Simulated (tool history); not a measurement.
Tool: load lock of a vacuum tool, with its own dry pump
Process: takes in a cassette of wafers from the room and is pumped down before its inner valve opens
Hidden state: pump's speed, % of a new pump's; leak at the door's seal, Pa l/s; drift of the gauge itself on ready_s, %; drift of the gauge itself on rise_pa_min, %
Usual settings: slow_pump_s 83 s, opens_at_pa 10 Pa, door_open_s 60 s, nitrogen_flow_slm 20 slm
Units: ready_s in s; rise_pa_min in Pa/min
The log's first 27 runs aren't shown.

run    hour  slow_pump_s  opens_at_pa  door_open_s  nitrogen_flow_slm  hours that the pump has run since its overhaul  times that the door has closed on its seal  incoming humidity of the room's air, %  ready_s  rise_pa_min
 28  2799.5           62           17          111                  7                                            8037                                       42388                                    48.7    143.0        0.607
 29  2921.1           62           17          111                 16                                            8158                                       42811                                    48.5    144.1        0.600
 30  3006.0           75            9           37                  4                                            8243                                       43107                                    45.5    160.1        0.604
 31  3106.7           45           10           48                 44                                            8344                                       43458                                    41.7    136.5        0.587
 32  3233.1           45           10           48                 44                                            8470                                       43898                                    44.0    139.6        0.603
 33  3342.1           45           10           48                 44                                            8579                                       44278                                    45.2    138.1        0.600
 34  3421.7          154           13           60                 11                                            8659                                       44555                                    40.9    219.5        0.618
 35  3492.2          154           16          187                 11                                            8729                                       44800                                    46.0    214.9        0.645
 36  3552.5          154           16          135                 11                                            8790                                       45010                                    50.2    216.2        0.648

5 ways to go on from here, each from the tool as it stands after run 36. What would each give?
  A  3621.7          112           16           46                  5                                            8859                                       45251                                    46.6        ?            ?
  B  3621.7          116           10           60                  5                                            8859                                       45251                                    46.2        ?            ?
  C  3621.7           47           17          135                 11                                            8859                                       45251                                    46.7        ?            ?
  D  3621.7          154            8          135                 18                                            8859                                       45251                                    47.9        ?            ?
  E  3621.7          134           12           60                  9                                            8859                                       45251                                    46.2        ?            ?

run  ready_s  rise_pa_min
  A    185.5        0.644
  B    190.7        0.648
  C    133.6        0.651
  D    224.5        0.640
  E    202.5        0.633
Without the tool's hidden state the same runs would have given:
run  ready_s  rise_pa_min
  A    175.8        0.028
  B    180.7        0.032
  C    122.0        0.041
  D    215.3        0.032
  E    193.3        0.032
